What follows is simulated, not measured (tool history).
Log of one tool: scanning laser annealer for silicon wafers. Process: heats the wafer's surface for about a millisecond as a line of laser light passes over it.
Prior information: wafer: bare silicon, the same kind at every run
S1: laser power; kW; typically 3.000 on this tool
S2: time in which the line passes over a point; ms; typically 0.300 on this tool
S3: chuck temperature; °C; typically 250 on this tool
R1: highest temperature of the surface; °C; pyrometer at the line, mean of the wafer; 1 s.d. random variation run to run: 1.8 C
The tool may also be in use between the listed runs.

run 1 day=0.000 | S1=3.000 S2=0.300 S3=250 | R1=950
run 2 day=1.721 | S1=3.000 S2=0.300 S3=250 | R1=954
run 3 day=3.958 | S1=3.000 S2=0.300 S3=250 | R1=950
run 4 day=6.112 | S1=3.000 S2=0.300 S3=250 | R1=949
run 5 day=7.696 | S1=3.000 S2=0.300 S3=250 | R1=955
run 6 day=9.917 | S1=3.000 S2=0.300 S3=250 | R1=954
run 7 day=12.408 | S1=3.000 S2=0.300 S3=250 | R1=954
run 8 day=13.775 | S1=3.000 S2=0.300 S3=250 | R1=953
run 9 day=15.517 | S1=3.000 S2=0.300 S3=216 | R1=920
run 10 day=16.662 | S1=3.000 S2=0.300 S3=284 | R1=988
run 11 day=19.167 | S1=3.000 S2=0.251 S3=250 | R1=896
run 12 day=20.650 | S1=3.000 S2=0.251 S3=250 | R1=894
run 13 day=22.171 | S1=3.000 S2=0.251 S3=275 | R1=918
run 14 day=24.446 | S1=3.145 S2=0.303 S3=229 | R1=973
run 15 day=26.846 | S1=2.981 S2=0.274 S3=245 | R1=913
run 16 day=27.912 | S1=2.921 S2=0.223 S3=227 | R1=816
run 17 day=29.350 | S1=3.000 S2=0.257 S3=254 | R1=905
run 18 day=30.921 | S1=2.868 S2=0.257 S3=254 | R1=878
run 19 day=32.783 | S1=2.868 S2=0.257 S3=254 | R1=874
run 20 day=34.346 | S1=2.647 S2=0.269 S3=252 | R1=839
run 21 day=35.704 | S1=2.647 S2=0.269 S3=252 | R1=840
run 22 day=37.071 | S1=3.000 S2=0.231 S3=229 | R1=842
run 23 day=39.100 | S1=3.000 S2=0.231 S3=229 | R1=844
run 24 day=40.775 | S1=2.639 S2=0.231 S3=283 | R1=827
run 25 day=42.588 | S1=2.639 S2=0.231 S3=283 | R1=823
run 26 day=44.792 | S1=3.000 S2=0.223 S3=264 | R1=867

The log once held 2 entries between its listed runs, left out of this copy. Where does each go, and what is different about the tool's unlogged condition between the listed run before it and the listed run after it?
Run 8 -> run 9: window over the wafer cleaned (day 14.129)
  light that passes the window, % of a clean one's: 99.89 -> 100
Run 14 -> run 15: optics aligned, line set to its width (day 26.475)
  light that passes the window, % of a clean one's: 99.98 -> 99.97; width of the line over the set one, %: 0.03 -> 0.01

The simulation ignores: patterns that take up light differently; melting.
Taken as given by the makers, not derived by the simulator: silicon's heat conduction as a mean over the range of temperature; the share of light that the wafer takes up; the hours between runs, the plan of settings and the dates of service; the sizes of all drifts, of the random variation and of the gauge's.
